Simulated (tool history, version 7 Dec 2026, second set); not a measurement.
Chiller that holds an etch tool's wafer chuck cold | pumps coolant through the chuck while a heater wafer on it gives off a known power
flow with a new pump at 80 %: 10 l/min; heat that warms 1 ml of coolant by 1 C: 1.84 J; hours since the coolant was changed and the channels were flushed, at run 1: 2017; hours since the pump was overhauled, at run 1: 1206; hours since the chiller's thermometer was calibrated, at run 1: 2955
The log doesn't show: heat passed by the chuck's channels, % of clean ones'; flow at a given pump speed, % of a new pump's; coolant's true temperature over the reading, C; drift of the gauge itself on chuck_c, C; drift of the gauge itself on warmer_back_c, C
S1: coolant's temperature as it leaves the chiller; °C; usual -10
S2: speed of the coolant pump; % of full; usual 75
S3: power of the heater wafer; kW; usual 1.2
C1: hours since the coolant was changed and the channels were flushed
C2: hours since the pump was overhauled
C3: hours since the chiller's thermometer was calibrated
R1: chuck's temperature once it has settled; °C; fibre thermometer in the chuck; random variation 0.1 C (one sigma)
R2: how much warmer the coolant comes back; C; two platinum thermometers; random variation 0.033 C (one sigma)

{"run": 1, "hour": 0.0, "S1": -10, "S2": 75, "S3": 1.2, "C1": 2017, "C2": 1206, "C3": 2955, "R1": 2.2, "R2": 4.35}
{"run": 2, "hour": 29.0, "S1": -10, "S2": 75, "S3": 1.2, "C1": 2046, "C2": 1235, "C3": 2984, "R1": 2.2, "R2": 4.37}
{"run": 3, "hour": 45.4, "S1": -10, "S2": 75, "S3": 1.2, "C1": 2063, "C2": 1252, "C3": 3000, "R1": 2.3, "R2": 4.37}
{"run": 4, "hour": 75.7, "S1": -10, "S2": 75, "S3": 1.2, "C1": 2093, "C2": 1282, "C3": 3031, "R1": 2.2, "R2": 4.37}
{"run": 5, "hour": 100.9, "S1": -10, "S2": 75, "S3": 1.2, "C1": 2118, "C2": 1307, "C3": 3056, "R1": 2.3, "R2": 4.36}
{"run": 6, "hour": 124.4, "S1": -10, "S2": 75, "S3": 1.2, "C1": 2142, "C2": 1331, "C3": 3079, "R1": 2.4, "R2": 4.36}
{"run": 7, "hour": 136.7, "S1": -10, "S2": 75, "S3": 1.2, "C1": 2154, "C2": 1343, "C3": 3092, "R1": 2.2, "R2": 4.35}
{"run": 8, "hour": 157.1, "S1": -10, "S2": 75, "S3": 1.2, "C1": 2174, "C2": 1363, "C3": 3112, "R1": 2.4, "R2": 4.39}
{"run": 9, "hour": 176.0, "S1": -13, "S2": 75, "S3": 1.2, "C1": 2193, "C2": 1382, "C3": 3131, "R1": -0.8, "R2": 4.39}
{"run": 10, "hour": 199.0, "S1": -10, "S2": 75, "S3": 1.391, "C1": 2216, "C2": 1405, "C3": 3154, "R1": 4.2, "R2": 5.12}
{"run": 11, "hour": 217.8, "S1": -10, "S2": 75, "S3": 1.2, "C1": 2235, "C2": 1424, "C3": 3173, "R1": 2.2, "R2": 4.32}
{"run": 12, "hour": 234.6, "S1": -10, "S2": 75, "S3": 1.2, "C1": 2252, "C2": 1441, "C3": 3189, "R1": 2.3, "R2": 4.38}
{"run": 13, "hour": 257.3, "S1": -10, "S2": 75, "S3": 1.2, "C1": 2275, "C2": 1464, "C3": 3212, "R1": 2.2, "R2": 4.36}
{"run": 14, "hour": 271.5, "S1": -10, "S2": 75, "S3": 1.2, "C1": 2289, "C2": 1478, "C3": 3226, "R1": 2.3, "R2": 4.4}
{"hour": 274.0, "done": "chiller's thermometer calibrated"}
{"run": 15, "hour": 288.4, "S1": -10, "S2": 73, "S3": 1.2, "C1": 2305, "C2": 1494, "C3": 14, "R1": 2.7, "R2": 4.58}
{"run": 16, "hour": 303.0, "S1": -10, "S2": 73, "S3": 1.2, "C1": 2319, "C2": 1508, "C3": 29, "R1": 2.9, "R2": 4.52}
{"run": 17, "hour": 320.0, "S1": -10, "S2": 73, "S3": 1.2, "C1": 2336, "C2": 1525, "C3": 46, "R1": 3, "R2": 4.51}
{"run": 18, "hour": 337.5, "S1": -18, "S2": 66, "S3": 1.663, "C1": 2354, "C2": 1543, "C3": 63, "R1": 1.4, "R2": 6.97}
{"hour": 340.7, "done": "chiller's thermometer calibrated, once more"}
{"run": 19, "hour": 351.0, "S1": -6, "S2": 71, "S3": 0.968, "C1": 2366, "C2": 1555, "C3": 10, "R1": 4.3, "R2": 3.77}
{"run": 20, "hour": 374.6, "S1": -6, "S2": 74, "S3": 0.968, "C1": 2390, "C2": 1579, "C3": 34, "R1": 3.8, "R2": 3.65}
{"run": 21, "hour": 393.1, "S1": -4, "S2": 61, "S3": 1.471, "C1": 2408, "C2": 1597, "C3": 52, "R1": 14, "R2": 6.79}
{"run": 22, "hour": 408.9, "S1": -10, "S2": 61, "S3": 1.171, "C1": 2424, "C2": 1613, "C3": 68, "R1": 4.3, "R2": 5.39}
{"run": 23, "hour": 439.0, "S1": -2, "S2": 75, "S3": 1.217, "C1": 2454, "C2": 1643, "C3": 98, "R1": 10.2, "R2": 4.45}
{"run": 24, "hour": 463.4, "S1": -17, "S2": 72, "S3": 1.236, "C1": 2479, "C2": 1668, "C3": 123, "R1": -4, "R2": 4.74}
{"run": 25, "hour": 483.0, "S1": -17, "S2": 72, "S3": 1.236, "C1": 2498, "C2": 1687, "C3": 142, "R1": -4, "R2": 4.71}
{"run": 26, "hour": 507.1, "S1": -1, "S2": 62, "S3": 1.2, "C1": 2522, "C2": 1711, "C3": 166, "R1": 13.6, "R2": 5.49}
{"run": 27, "hour": 527.0, "S1": -6, "S2": 75, "S3": 0.881, "C1": 2542, "C2": 1731, "C3": 186, "R1": 2.9, "R2": 3.31}
{"run": 28, "hour": 546.9, "S1": -6, "S2": 75, "S3": 0.881, "C1": 2562, "C2": 1751, "C3": 206, "R1": 3.1, "R2": 3.21}
{"run": 29, "hour": 563.3, "S1": -12, "S2": 75, "S3": 0.915, "C1": 2579, "C2": 1768, "C3": 223, "R1": -2.6, "R2": 3.4}
{"run": 30, "hour": 584.2, "S1": -17, "S2": 98, "S3": 0.872, "C1": 2599, "C2": 1789, "C3": 243, "R1": -10.2, "R2": 2.43}
{"run": 31, "hour": 600.2, "S1": -3, "S2": 71, "S3": 1.52, "C1": 2615, "C2": 1805, "C3": 260, "R1": 13.3, "R2": 5.98}

Some steps in R1 between neighbouring runs. How much of each would the tool show without its hidden state too (settings, what came in, random variation), and how much is left for the hidden state, with any gauge scatter that isn't in both results?
Run 18 -> 19: S1 -18 -> -6, S2 66 -> 71, S3 1.663 -> 0.968, chiller's thermometer calibrated, once more. R1 +2.9 °C: hidden state -1.6, all else +4.5.
Run 20 -> 21: S1 -6 -> -4, S2 74 -> 61, S3 0.968 -> 1.471. R1 +10.2 °C: hidden state +0.9, all else +9.3.
Run 23 -> 24: S1 -2 -> -17, S2 75 -> 72, S3 1.217 -> 1.236. R1 -14.2 °C: hidden state +0.2, all else -14.4.
Run 25 -> 26: S1 -17 -> -1, S2 72 -> 62, S3 1.236 -> 1.2. R1 +17.6 °C: hidden state +0.3, all else +17.3.
Run 30 -> 31: S1 -17 -> -3, S2 98 -> 71, S3 0.872 -> 1.52. R1 +23.5 °C: hidden state +1.1, all else +22.4.
